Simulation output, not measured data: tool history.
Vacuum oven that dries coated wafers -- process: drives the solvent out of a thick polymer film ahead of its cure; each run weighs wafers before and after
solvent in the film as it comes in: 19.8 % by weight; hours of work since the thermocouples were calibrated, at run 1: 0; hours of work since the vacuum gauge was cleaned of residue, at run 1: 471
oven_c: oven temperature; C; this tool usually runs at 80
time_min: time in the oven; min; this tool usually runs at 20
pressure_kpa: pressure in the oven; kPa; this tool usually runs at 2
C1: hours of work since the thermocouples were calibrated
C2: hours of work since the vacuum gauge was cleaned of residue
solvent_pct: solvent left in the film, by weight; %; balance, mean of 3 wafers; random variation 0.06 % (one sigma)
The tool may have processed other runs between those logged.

run 1 day=0 | oven_c=80 time_min=20 pressure_kpa=2 | C1=0 C2=471 | solvent_pct=3.42
run 2 day=1.029 | oven_c=80 time_min=20 pressure_kpa=1.39 | C1=17 C2=489 | solvent_pct=3.14
run 3 day=2.283 | oven_c=80 time_min=20 pressure_kpa=2 | C1=38 C2=510 | solvent_pct=3.52
run 4 day=3.142 | oven_c=80 time_min=20 pressure_kpa=2 | C1=53 C2=524 | solvent_pct=3.46
run 5 day=4.6 | oven_c=80 time_min=20 pressure_kpa=2 | C1=77 C2=549 | solvent_pct=3.47
run 6 day=5.783 | oven_c=80 time_min=20 pressure_kpa=2.41 | C1=97 C2=569 | solvent_pct=3.66
run 7 day=7.375 | oven_c=80 time_min=20 pressure_kpa=2.41 | C1=124 C2=595 | solvent_pct=3.68
run 8 day=8.708 | oven_c=80 time_min=20 pressure_kpa=2.41 | C1=146 C2=618 | solvent_pct=3.76
run 9 day=9.625 | oven_c=80 time_min=20 pressure_kpa=2.41 | C1=162 C2=633 | solvent_pct=3.83
run 10 day=11.246 | oven_c=70 time_min=20 pressure_kpa=2 | C1=189 C2=660 | solvent_pct=7.01
run 11 day=12.533 | oven_c=70 time_min=20 pressure_kpa=2 | C1=211 C2=682 | solvent_pct=6.91
-- day=12.696 vacuum gauge cleaned of residue and calibrated
run 12 day=13.767 | oven_c=70 time_min=20 pressure_kpa=2.09 | C1=230 C2=18 | solvent_pct=7.21
run 13 day=15.408 | oven_c=70 time_min=20 pressure_kpa=3.77 | C1=258 C2=46 | solvent_pct=7.99
-- day=15.779 vacuum gauge cleaned of residue and calibrated, once more
run 14 day=16.579 | oven_c=92 time_min=22 pressure_kpa=2 | C1=277 C2=13 | solvent_pct=0.96
run 15 day=17.862 | oven_c=92 time_min=22 pressure_kpa=2 | C1=298 C2=35 | solvent_pct=1.11
run 16 day=18.771 | oven_c=73 time_min=25 pressure_kpa=1.48 | C1=313 C2=50 | solvent_pct=4.43
run 17 day=19.475 | oven_c=78 time_min=26 pressure_kpa=1.37 | C1=325 C2=62 | solvent_pct=2.68
run 18 day=20.608 | oven_c=73 time_min=12 pressure_kpa=1.5 | C1=344 C2=81 | solvent_pct=8.53
run 19 day=21.958 | oven_c=73 time_min=12 pressure_kpa=1.5 | C1=367 C2=104 | solvent_pct=8.5
run 20 day=22.696 | oven_c=68 time_min=20 pressure_kpa=2.86 | C1=380 C2=116 | solvent_pct=8.22
run 21 day=23.429 | oven_c=68 time_min=20 pressure_kpa=2.86 | C1=392 C2=129 | solvent_pct=8.3
run 22 day=24.825 | oven_c=68 time_min=20 pressure_kpa=2.86 | C1=415 C2=152 | solvent_pct=8.36
run 23 day=26.092 | oven_c=75 time_min=20 pressure_kpa=5.79 | C1=437 C2=173 | solvent_pct=7.11
run 24 day=26.842 | oven_c=94 time_min=36 pressure_kpa=3.81 | C1=449 C2=186 | solvent_pct=1.3
run 25 day=28.196 | oven_c=68 time_min=22 pressure_kpa=1.5 | C1=472 C2=209 | solvent_pct=7.1
run 26 day=29.179 | oven_c=68 time_min=20 pressure_kpa=1.5 | C1=489 C2=225 | solvent_pct=7.58

Each row is a separate what-if for the run after 26, all from the same tool condition, not one after another. Results?
run A day=30.354 | oven_c=92 time_min=20 pressure_kpa=3.36 | C1=508 C2=245 | solvent_pct=?
run B day=30.354 | oven_c=78 time_min=31 pressure_kpa=7.23 | C1=508 C2=245 | solvent_pct=?
run C day=30.354 | oven_c=66 time_min=20 pressure_kpa=1.9 | C1=508 C2=245 | solvent_pct=?

run=A solvent_pct=1.7
run=B solvent_pct=5.36
run=C solvent_pct=8.38
Without the tool's unlogged condition, the same runs would have read:
run=A solvent_pct=1.49
run=B solvent_pct=4.88
run=C solvent_pct=7.79
